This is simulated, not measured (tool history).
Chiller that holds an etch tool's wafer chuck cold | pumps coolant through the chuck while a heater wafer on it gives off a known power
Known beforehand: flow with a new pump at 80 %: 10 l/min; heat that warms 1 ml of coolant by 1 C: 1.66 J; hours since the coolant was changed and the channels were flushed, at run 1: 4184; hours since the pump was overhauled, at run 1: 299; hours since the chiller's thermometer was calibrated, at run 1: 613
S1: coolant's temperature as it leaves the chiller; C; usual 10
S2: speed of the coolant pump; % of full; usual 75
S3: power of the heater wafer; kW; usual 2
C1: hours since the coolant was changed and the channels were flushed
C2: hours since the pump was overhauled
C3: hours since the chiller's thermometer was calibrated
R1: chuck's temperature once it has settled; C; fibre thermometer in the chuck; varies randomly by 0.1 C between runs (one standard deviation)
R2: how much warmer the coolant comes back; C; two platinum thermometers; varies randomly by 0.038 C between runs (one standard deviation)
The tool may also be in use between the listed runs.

run	hour	S1	S2	S3	C1	C2	C3	R1	R2
1	0	10	75	2	4184	299	613	25.5	7.74
2	95.3	8	75	2	4279	395	708	23.6	7.78
# hour 119.9: coolant changed, channels flushed
3	298.3	10	85	2	178	592	905	24.2	6.72
4	504	10	85	2	384	797	1111	24.3	6.67
5	658.7	10	90	2	539	952	1266	23.7	6.31
6	830	10	90	2	710	1123	1437	23.5	6.23
7	1019.6	10	90	2	900	1313	1627	23.5	6.27
8	1216.6	10	90	2	1097	1510	1824	23.6	6.21
9	1418.5	10	90	2	1299	1712	2026	23.7	6.24
10	1530.8	10	90	2	1411	1824	2138	23.7	6.23
11	1695.5	10	75	2	1576	1989	2302	25.3	7.59
12	1808.4	10	75	2	1688	2102	2415	25.5	7.64
13	1972.4	8	75	2	1853	2266	2579	23.7	7.63
14	2081	10	75	2.912	1961	2374	2688	32.6	11.18
15	2194.9	1	65	1.538	2075	2488	2802	14.2	6.87
16	2300.3	12	93	1.908	2180	2594	2907	24.7	5.61
17	2451.3	12	93	1.704	2331	2745	3058	23.5	5.07
18	2652.1	13	63	1.574	2532	2945	3259	26.9	7.24
19	2813.2	13	63	1.574	2693	3107	3420	26.9	7.25
20	3013.4	10	75	1.852	2894	3307	3620	24.2	6.93
21	3208.5	5	75	1.798	3089	3502	3816	18.9	6.7
22	3315.3	12	100	2.934	3195	3609	3922	30.5	7.96

What will run 23 give?
# hour 3363.2: chiller's thermometer calibrated
23	3435.9	12	100	2.934	3315	3728	73	?	?

{"run 23": {"R1": 30.5, "R2": 7.94}}
Take away the tool's hidden state, keep the run-to-run variation as it was, and the same run would have given R1 30.4 C, R2 8.21 C.
